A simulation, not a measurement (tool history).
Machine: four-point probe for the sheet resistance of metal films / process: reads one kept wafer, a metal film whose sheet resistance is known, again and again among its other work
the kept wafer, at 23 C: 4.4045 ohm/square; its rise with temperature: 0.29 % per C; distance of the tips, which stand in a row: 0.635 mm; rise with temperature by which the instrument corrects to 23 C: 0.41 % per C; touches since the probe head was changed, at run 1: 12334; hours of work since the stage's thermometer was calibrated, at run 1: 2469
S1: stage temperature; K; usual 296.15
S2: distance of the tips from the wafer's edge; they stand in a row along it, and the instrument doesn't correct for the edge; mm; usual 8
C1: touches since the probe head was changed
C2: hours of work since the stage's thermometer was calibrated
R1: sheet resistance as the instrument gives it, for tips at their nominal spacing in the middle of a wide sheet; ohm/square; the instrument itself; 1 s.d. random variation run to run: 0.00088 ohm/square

| run | hour | S1 | S2 | C1 | C2 | R1 |
|---|---|---|---|---|---|---|
| 1 | 0 | 296.15 | 8 | 12334 | 2469 | 4.446022 |
| 2 | 38.5 | 296.15 | 8 | 13042 | 2494 | 4.445062 |
| 3 | 72 | 301.15 | 8 | 13658 | 2516 | 4.418978 |
| 4 | 117.8 | 301.15 | 8 | 14501 | 2547 | 4.417862 |
| 5 | 162.4 | 296.15 | 8 | 15321 | 2576 | 4.444864 |
| 6 | 207.4 | 296.15 | 8 | 16150 | 2606 | 4.445975 |
| 7 | 254.4 | 296.15 | 8 | 17014 | 2637 | 4.447869 |
| 8 | 285.7 | 296.15 | 8 | 17589 | 2658 | 4.447005 |
| 9 | 312.2 | 296.15 | 8 | 18077 | 2675 | 4.448709 |
| 10 | 352.8 | 300.15 | 8 | 18825 | 2702 | 4.425612 |
| 11 | 397.8 | 300.15 | 8 | 19652 | 2732 | 4.42477 |
| 12 | 420.3 | 300.15 | 8 | 20067 | 2747 | 4.425746 |
|  | 424.8 | stage's thermometer calibrated |
| 13 | 456.1 | 300.15 | 8 | 20716 | 21 | 4.432741 |
| 14 | 506.2 | 303.15 | 41 | 21637 | 54 | 4.402122 |
| 15 | 553.5 | 293.15 | 3 | 22507 | 85 | 4.559324 |
|  | 575.3 | stage's thermometer calibrated, once more |
| 16 | 578.5 | 304.15 | 4 | 22959 | 2 | 4.439934 |
| 17 | 625.1 | 296.15 | 36 | 23815 | 33 | 4.426902 |
| 18 | 656.2 | 299.15 | 31 | 24388 | 54 | 4.409979 |
| 19 | 694.9 | 293.15 | 5 | 25099 | 79 | 4.478787 |
| 20 | 721.6 | 293.15 | 5 | 25591 | 97 | 4.481529 |
| 21 | 743.9 | 293.15 | 5 | 26002 | 111 | 4.479605 |
| 22 | 773 | 293.15 | 8 | 26536 | 131 | 4.457838 |
| 23 | 803.9 | 307.15 | 6 | 27104 | 151 | 4.395008 |
| 24 | 854.1 | 307.15 | 6 | 28028 | 184 | 4.396051 |
| 25 | 892.4 | 297.15 | 12 | 28733 | 210 | 4.428123 |
| 26 | 915.8 | 297.15 | 12 | 29164 | 225 | 4.426835 |

5 options for the next run, each taken on its own from the tool as it stands now. Forecast them:
| A | 948.5 | 298.15 | 69 | 29765 | 247 | ? |
| B | 948.5 | 308.15 | 3 | 29765 | 247 | ? |
| C | 948.5 | 297.15 | 3 | 29765 | 247 | ? |
| D | 948.5 | 296.15 | 11 | 29765 | 247 | ? |
| E | 948.5 | 306.15 | 26 | 29765 | 247 | ? |

| run | R1 |
|---|---|
| A | 4.417544 |
| B | 4.465626 |
| C | 4.526317 |
| D | 4.434738 |
| E | 4.378621 |
What these runs would have given with no unlogged condition in the tool:
| run | R1 |
|---|---|
| A | 4.395069 |
| B | 4.442988 |
| C | 4.503324 |
| D | 4.412169 |
| E | 4.356378 |

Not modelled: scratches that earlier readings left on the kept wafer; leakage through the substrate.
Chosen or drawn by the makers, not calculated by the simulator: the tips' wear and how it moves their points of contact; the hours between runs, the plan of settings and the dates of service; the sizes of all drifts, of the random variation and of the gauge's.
